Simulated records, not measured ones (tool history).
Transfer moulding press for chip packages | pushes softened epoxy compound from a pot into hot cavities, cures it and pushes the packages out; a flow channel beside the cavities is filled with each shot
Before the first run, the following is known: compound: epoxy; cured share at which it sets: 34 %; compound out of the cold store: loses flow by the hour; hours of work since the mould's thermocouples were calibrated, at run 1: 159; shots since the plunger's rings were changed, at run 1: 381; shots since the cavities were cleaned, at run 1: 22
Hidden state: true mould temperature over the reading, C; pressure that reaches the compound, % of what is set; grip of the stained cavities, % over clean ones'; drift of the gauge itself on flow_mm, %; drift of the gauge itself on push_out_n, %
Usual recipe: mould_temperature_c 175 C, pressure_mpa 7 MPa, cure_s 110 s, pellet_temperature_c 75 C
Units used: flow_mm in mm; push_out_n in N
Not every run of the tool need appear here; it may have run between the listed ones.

| run | day | mould_temperature_c | pressure_mpa | cure_s | pellet_temperature_c | hours of work since the mould's thermocouples were calibrated | shots since the plunger's rings were changed | shots since the cavities were cleaned | incoming compound's hours out of the cold store | flow_mm | push_out_n |
|---|---|---|---|---|---|---|---|---|---|---|---|
| 1 | 0 | 175 | 7 | 110 | 75 | 159 | 381 | 22 | 47 | 494 | 457 |
| 2 | 0.492 | 175 | 7 | 110 | 75 | 166 | 508 | 149 | 43.1 | 506 | 489 |
| 3 | 0.958 | 170 | 7 | 110 | 75 | 173 | 629 | 270 | 23.4 | 563 | 656 |
| 4 | 1.35 | 170 | 7 | 110 | 75 | 179 | 730 | 371 | 42.1 | 518 | 622 |
| 5 | 1.592 | 170 | 7 | 110 | 71 | 183 | 792 | 433 | 46.6 | 509 | 611 |
| 6 | 1.921 | 175 | 7 | 110 | 75 | 188 | 877 | 518 | 41.2 | 507 | 478 |
| 7 | 2.371 | 175 | 7 | 110 | 71 | 195 | 994 | 635 | 23.2 | 554 | 498 |
|  | 2.779 | cavities cleaned with cleaning compound and waxed |
| 8 | 2.896 | 182 | 7 | 110 | 71 | 202 | 1113 | 30 | 24.9 | 532 | 395 |
| 9 | 3.167 | 175 | 7 | 110 | 75 | 206 | 1183 | 100 | 30.1 | 534 | 472 |
| 10 | 3.542 | 175 | 7 | 110 | 75 | 212 | 1280 | 197 | 30.1 | 536 | 478 |
| 11 | 3.808 | 175 | 7 | 104 | 75 | 216 | 1349 | 266 | 16.9 | 570 | 555 |
| 12 | 4.204 | 175 | 7 | 104 | 75 | 222 | 1451 | 368 | 31.6 | 529 | 515 |
| 13 | 4.675 | 181 | 7 | 110 | 75 | 229 | 1572 | 489 | 17.8 | 551 | 399 |
| 14 | 5.054 | 181 | 7 | 110 | 75 | 235 | 1670 | 587 | 19.2 | 547 | 423 |
| 15 | 5.267 | 171 | 7 | 110 | 75 | 238 | 1726 | 643 | 22.9 | 564 | 617 |
|  | 5.658 | cavities cleaned with cleaning compound and waxed |
| 16 | 5.725 | 182 | 7 | 110 | 74 | 244 | 1827 | 16 | 40.5 | 496 | 386 |
| 17 | 5.958 | 177 | 7 | 105 | 70 | 248 | 1888 | 77 | 40.3 | 505 | 448 |
| 18 | 6.258 | 177 | 7 | 105 | 70 | 252 | 1965 | 154 | 24.6 | 542 | 480 |
| 19 | 6.579 | 179 | 8.07 | 93 | 82 | 257 | 2049 | 238 | 38.4 | 544 | 506 |
| 20 | 6.954 | 179 | 8.07 | 93 | 82 | 263 | 2145 | 334 | 20.9 | 588 | 512 |
| 21 | 7.379 | 171 | 7 | 110 | 83 | 269 | 2255 | 444 | 42.2 | 514 | 588 |
| 22 | 7.858 | 171 | 8.71 | 110 | 85 | 276 | 2378 | 567 | 18.9 | 638 | 607 |
| 23 | 8.112 | 171 | 8.71 | 110 | 85 | 280 | 2444 | 633 | 42.6 | 568 | 564 |
| 24 | 8.371 | 175 | 8.51 | 110 | 77 | 284 | 2511 | 700 | 19.7 | 618 | 488 |
|  | 8.5 | cavities cleaned with cleaning compound and waxed |
|  | 8.688 | plunger's sealing rings changed |
| 25 | 8.9 | 181 | 7 | 110 | 73 | 290 | 54 | 75 | 28.5 | 525 | 391 |
| 26 | 9.212 | 181 | 8.45 | 110 | 73 | 294 | 135 | 156 | 32.8 | 568 | 403 |
| 27 | 9.546 | 181 | 8.45 | 110 | 73 | 300 | 221 | 242 | 36 | 556 | 400 |
| 28 | 9.875 | 181 | 8.45 | 110 | 77 | 305 | 306 | 327 | 40.6 | 546 | 394 |
| 29 | 10.338 | 181 | 8.45 | 110 | 77 | 312 | 426 | 447 | 41.3 | 546 | 412 |

Branching from run 29: 4 alternative next runs. What would each branch give?
| A | 10.633 | 170 | 6.94 | 110 | 67 | 316 | 503 | 524 | 32.7 | ? | ? |
| B | 10.633 | 171 | 7.78 | 110 | 77 | 316 | 503 | 524 | 43.7 | ? | ? |
| C | 10.633 | 181 | 5.57 | 110 | 77 | 316 | 503 | 524 | 43.2 | ? | ? |
| D | 10.633 | 181 | 8.45 | 124 | 77 | 316 | 503 | 524 | 30.9 | ? | ? |

| run | flow_mm | push_out_n |
|---|---|---|
| A | 541 | 631 |
| B | 539 | 576 |
| C | 439 | 406 |
| D | 571 | 389 |
Had the tool no hidden state, the same runs would have come out as:
| run | flow_mm | push_out_n |
|---|---|---|
| A | 541 | 623 |
| B | 539 | 568 |
| C | 439 | 401 |
| D | 572 | 384 |
